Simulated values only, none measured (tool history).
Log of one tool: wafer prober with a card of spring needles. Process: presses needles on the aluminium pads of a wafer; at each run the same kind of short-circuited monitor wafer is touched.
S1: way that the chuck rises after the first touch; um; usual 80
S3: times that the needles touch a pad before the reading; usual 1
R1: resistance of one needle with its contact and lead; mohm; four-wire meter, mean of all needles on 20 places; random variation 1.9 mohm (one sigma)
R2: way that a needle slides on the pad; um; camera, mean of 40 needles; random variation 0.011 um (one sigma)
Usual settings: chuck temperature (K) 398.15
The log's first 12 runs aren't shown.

At hour 276.5: tips cleaned on abrasive film.
At hour 284.2: height of the first contact set anew.
At hour 292.2: tips cleaned on abrasive film.
Run 13, hour 296.3: usual settings but S1 88 um. Result: R1 231 mohm, R2 12.51 um.
At hour 309.4: tips cleaned on abrasive film.
At hour 326.3: tips cleaned on abrasive film.
Run 14, hour 328.5: usual settings but chuck temperature (K) 316.15. Result: R1 219 mohm, R2 11.36 um.
At hour 341.5: tips cleaned on abrasive film.
Run 15, hour 348.4: usual settings but chuck temperature (K) 316.15. Result: R1 252 mohm, R2 11.37 um.
At hour 358.5: tips cleaned on abrasive film.
At hour 374.6: tips cleaned on abrasive film.
Run 16, hour 381.8: usual settings but chuck temperature (K) 331.15, S3 3. Result: R1 212 mohm, R2 11.34 um.
At hour 390.8: tips cleaned on abrasive film.
At hour 406.1: tips cleaned on abrasive film.
Run 17, hour 413.4: usual settings but S3 2. Result: R1 241 mohm, R2 11.31 um.
At hour 415.4: height of the first contact set anew.
At hour 423.1: tips cleaned on abrasive film.
Run 18, hour 434.2: usual settings but S1 62 um, chuck temperature (K) 313.15. Result: R1 338 mohm, R2 8.83 um.
At hour 440: tips cleaned on abrasive film.
At hour 456.8: tips cleaned on abrasive film.
Run 19, hour 467.9: usual settings but S1 62 um, chuck temperature (K) 313.15, S3 2. Result: R1 280 mohm, R2 8.82 um.
At hour 472.8: tips cleaned on abrasive film.
Run 20, hour 483.1: usual settings but S1 62 um, chuck temperature (K) 360.15, S3 2. Result: R1 277 mohm, R2 8.8 um.
At hour 488.4: tips cleaned on abrasive film.
At hour 506.1: tips cleaned on abrasive film.
Run 21, hour 507.3: usual settings. Result: R1 228 mohm, R2 11.34 um.
At hour 521.8: tips cleaned on abrasive film.
At hour 538.9: tips cleaned on abrasive film.
Run 22, hour 540.5: usual settings but S1 70 um, chuck temperature (K) 301.15, S3 2. Result: R1 210 mohm, R2 9.87 um.

The next listed run, before its measurement:
At hour 546.9: height of the first contact set anew.
At hour 555.5: tips cleaned on abrasive film.
Run 23, hour 562.4: usual settings but S1 70 um, chuck temperature (K) 301.15, S3 2. Result: R1 ?, R2 ?.

Run 23 gave R1 241 mohm, R2 9.98 um.
Without the tool's hidden state the same run would have given R1 182 mohm, R2 10 um.
